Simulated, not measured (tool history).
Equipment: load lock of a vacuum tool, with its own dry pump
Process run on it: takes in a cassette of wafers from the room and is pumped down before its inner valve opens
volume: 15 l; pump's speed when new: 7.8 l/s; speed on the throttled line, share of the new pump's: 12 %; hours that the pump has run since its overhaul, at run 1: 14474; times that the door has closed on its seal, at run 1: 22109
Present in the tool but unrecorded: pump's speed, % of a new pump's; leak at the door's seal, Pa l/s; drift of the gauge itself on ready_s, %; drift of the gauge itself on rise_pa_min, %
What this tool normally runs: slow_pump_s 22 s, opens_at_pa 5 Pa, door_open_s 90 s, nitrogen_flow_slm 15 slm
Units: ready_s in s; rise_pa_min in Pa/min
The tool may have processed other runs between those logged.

run     hour  slow_pump_s  opens_at_pa  door_open_s  nitrogen_flow_slm  hours that the pump has run since its overhaul  times that the door has closed on its seal  incoming humidity of the room's air, %  ready_s  rise_pa_min
  1        0           22            5           90                 15                                           14474                                       22109                                      44       41        0.276
  2      473           22            5           90                 15                                           14947                                       23455                                    48.2       42        0.315
  3    950.4           22            5           90                 15                                           15424                                       24813                                    42.7     42.1        0.337
  4   1405.7           22            5           90                 15                                           15879                                       26109                                    46.9     42.3        0.367
  5   1769.5           22            5           90                 15                                           16243                                       27144                                    43.6     42.1        0.387
  6   2137.6           22            5           90                 15                                           16611                                       28191                                      47     41.4        0.411
  7   2587.6           22            5           90                 15                                           17061                                       29472                                    43.3     41.5        0.424
  8     2936           22            5           90                 15                                           17410                                       30463                                    46.1     41.6        0.458
      3024.6  -- door's seal changed, seat wiped
  9   3170.9           22            5           90                 15                                           17643                                         416                                      44     41.9        0.049
 10   3470.6           22            5           90                 15                                           17943                                        1268                                    43.9       42        0.047
 11   3712.5           22            5           90                 15                                           18185                                        1957                                    43.3     42.2        0.059
 12   4057.8           22            5           90                 15                                           18530                                        2939                                    45.4     41.8        0.064
 13   4359.6           22            5           90                 15                                           18832                                        3798                                    46.7     42.2        0.069
 14     4730           22            5           90                 15                                           19202                                        4852                                    43.2     42.5        0.075
 15   5075.6           22            5           90                 15                                           19548                                        5835                                    43.7     42.9        0.076
 16     5446           22            5           90                 15                                           19918                                        6889                                    44.4     43.5        0.091
 17   5865.2           22            5           90                 15                                           20337                                        8082                                      45     42.9        0.102
      6086.3  -- dry pump taken out, an overhauled one fitted
 18   6194.6           22            5           90                 15                                             108                                        9002                                    47.3     38.6        0.108
 19   6640.4           22            5           90                 15                                             554                                       10270                                    44.4     38.9        0.116
 20   7018.6           22            5           90                 15                                             932                                       11346                                    47.3     39.3        0.134
 21   7457.9           22            5           90                 15                                            1372                                       12596                                    46.2     39.3        0.146
 22   7685.9           22            4           90                 15                                            1600                                       13245                                    45.1     40.7         0.16
 23   7927.1           22            4           26                 15                                            1841                                       13931                                    42.3     40.2        0.154
 24   8204.9           22            5          135                 15                                            2119                                       14721                                    45.6     39.5        0.188
 25   8427.4           19            5           90                 27                                            2341                                       15355                                    46.3     37.4        0.174
 26     8767           19            5           90                 27                                            2681                                       16321                                    43.6     36.2        0.191
 27   9172.6           19            5           90                 27                                            3086                                       17475                                    48.2     36.8        0.206
 28   9651.3           21            5           66                 27                                            3565                                       18837                                    44.9     39.1        0.215
 29  10042.3           21            5           66                 27                                            3956                                       19949                                    45.4     38.7        0.234
 30  10309.2           14            4          141                 15                                            4223                                       20709                                    43.6     33.8        0.275
 31  10635.9           38            5          213                 14                                            4550                                       21638                                    46.3     54.3          0.3
 32  10918.1           38            5          213                 14                                            4832                                       22441                                    46.5     53.8        0.315
 33  11259.9           38            5           26                  9                                            5174                                       23414                                    39.4     53.8        0.301
 34    11677           38            4           26                 19                                            5591                                       24600                                    42.3     54.7        0.311
 35  11996.4           38            4           67                 34                                            5910                                       25509                                      45     54.2        0.325
 36  12298.7           22            5          107                  8                                            6212                                       26369                                    45.4     41.1        0.386
 37    12495           22            7           90                  6                                            6409                                       26928                                    42.1     39.6        0.399

Hidden state at the last listed run before each entry between runs and at the first one after, where it differs:
Between runs 8 and 9: door's seal changed, seat wiped (hour 3024.6)
  pump's speed, % of a new pump's: 83 -> 82.7; leak at the door's seal, Pa l/s: 0.1044 -> 0.0029
  what was measured, less what the result would be without the hidden state, ready_s: +3.4 -> +3.5 s; rise_pa_min: +0.41 -> +0.004 Pa/min
Between runs 17 and 18: dry pump taken out, an overhauled one fitted (hour 6086.3)
  pump's speed, % of a new pump's: 79.9 -> 97.7; leak at the door's seal, Pa l/s: 0.0161 -> 0.0186
  what was measured, less what the result would be without the hidden state, ready_s: +4.3 -> +0.4 s; rise_pa_min: +0.058 -> +0.066 Pa/min
